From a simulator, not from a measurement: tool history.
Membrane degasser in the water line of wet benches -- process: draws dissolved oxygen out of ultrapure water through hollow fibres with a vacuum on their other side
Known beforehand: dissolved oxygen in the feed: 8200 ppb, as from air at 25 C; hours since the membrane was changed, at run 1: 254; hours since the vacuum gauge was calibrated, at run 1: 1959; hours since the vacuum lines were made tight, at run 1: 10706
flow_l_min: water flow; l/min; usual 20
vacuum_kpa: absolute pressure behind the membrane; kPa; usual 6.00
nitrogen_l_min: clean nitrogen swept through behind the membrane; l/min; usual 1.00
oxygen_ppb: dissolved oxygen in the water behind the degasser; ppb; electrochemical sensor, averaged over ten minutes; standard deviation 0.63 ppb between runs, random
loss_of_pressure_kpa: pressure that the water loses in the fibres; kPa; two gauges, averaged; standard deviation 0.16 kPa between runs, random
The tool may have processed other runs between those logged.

| run | day | flow_l_min | vacuum_kpa | nitrogen_l_min | hours since the membrane was changed | hours since the vacuum gauge was calibrated | hours since the vacuum lines were made tight | oxygen_ppb | loss_of_pressure_kpa |
|---|---|---|---|---|---|---|---|---|---|
| 1 | 0.000 | 20 | 6.00 | 1.00 | 254 | 1959 | 10706 | 135.5 | 26.71 |
| 2 | 3.129 | 20 | 6.00 | 0.92 | 329 | 2034 | 10781 | 143.3 | 26.50 |
| 3 | 6.412 | 20 | 6.00 | 0.92 | 408 | 2112 | 10860 | 144.3 | 26.92 |
| 4 | 9.433 | 21 | 6.00 | 0.92 | 480 | 2185 | 10933 | 151.4 | 28.01 |
| 5 | 12.612 | 21 | 6.00 | 0.92 | 557 | 2261 | 11009 | 153.0 | 28.03 |
| 6 | 15.967 | 21 | 6.00 | 0.92 | 637 | 2342 | 11090 | 152.0 | 27.83 |
| 7 | 18.579 | 23 | 6.00 | 0.92 | 700 | 2404 | 11152 | 166.6 | 30.65 |
| 8 | 20.467 | 20 | 10.71 | 1.00 | 745 | 2450 | 11198 | 338.5 | 26.51 |
| 9 | 23.217 | 20 | 10.71 | 1.00 | 811 | 2516 | 11264 | 337.2 | 26.73 |
| 10 | 24.888 | 20 | 6.00 | 1.00 | 851 | 2556 | 11304 | 136.4 | 26.91 |
| 11 | 27.012 | 20 | 6.00 | 1.00 | 902 | 2607 | 11355 | 136.4 | 26.61 |
| 12 | 28.421 | 20 | 6.00 | 1.00 | 936 | 2641 | 11389 | 136.0 | 26.46 |
| 13 | 31.121 | 13 | 6.00 | 2.80 | 1001 | 2705 | 11453 | 36.9 | 17.51 |
| 14 | 33.196 | 13 | 6.00 | 2.80 | 1051 | 2755 | 11503 | 36.7 | 17.26 |
| 15 | 35.196 | 13 | 6.00 | 1.01 | 1099 | 2803 | 11551 | 90.6 | 16.98 |
| 16 | 37.679 | 20 | 4.75 | 1.00 | 1158 | 2863 | 11611 | 80.7 | 26.67 |
| 17 | 39.558 | 24 | 9.37 | 1.00 | 1204 | 2908 | 11656 | 328.9 | 32.05 |
| 18 | 42.325 | 24 | 9.37 | 1.00 | 1270 | 2974 | 11722 | 330.4 | 31.83 |
| 19 | 44.125 | 12 | 6.51 | 2.76 | 1313 | 3017 | 11765 | 40.1 | 16.09 |
|  | 45.754 | vacuum gauge calibrated |
| 20 | 46.446 | 20 | 3.73 | 1.00 | 1368 | 17 | 11821 | 31.8 | 26.79 |
| 21 | 47.888 | 20 | 10.61 | 1.00 | 1403 | 51 | 11855 | 332.0 | 26.58 |
| 22 | 50.817 | 29 | 5.09 | 0.87 | 1473 | 121 | 11926 | 148.1 | 38.70 |
| 23 | 53.904 | 29 | 5.09 | 0.87 | 1547 | 196 | 12000 | 148.9 | 38.62 |

5 options for the next run, each taken on its own from the tool as it stands now. Forecast them:
| A | 56.596 | 21 | 11.12 | 0.73 | 1612 | 260 | 12064 | ? | ? |
| B | 56.596 | 22 | 11.82 | 0.87 | 1612 | 260 | 12064 | ? | ? |
| C | 56.596 | 29 | 5.09 | 2.11 | 1612 | 260 | 12064 | ? | ? |
| D | 56.596 | 26 | 11.45 | 2.76 | 1612 | 260 | 12064 | ? | ? |
| E | 56.596 | 18 | 5.23 | 1.00 | 1612 | 260 | 12064 | ? | ? |

| run | oxygen_ppb | loss_of_pressure_kpa |
|---|---|---|
| A | 474.0 | 28.13 |
| B | 469.0 | 29.39 |
| C | 79.8 | 38.55 |
| D | 197.0 | 34.73 |
| E | 90.0 | 24.01 |
Without the tool's hidden state the same runs would have given:
| run | oxygen_ppb | loss_of_pressure_kpa |
|---|---|---|
| A | 468.8 | 27.91 |
| B | 463.0 | 29.16 |
| C | 78.0 | 38.24 |
| D | 192.6 | 34.46 |
| E | 88.1 | 23.82 |
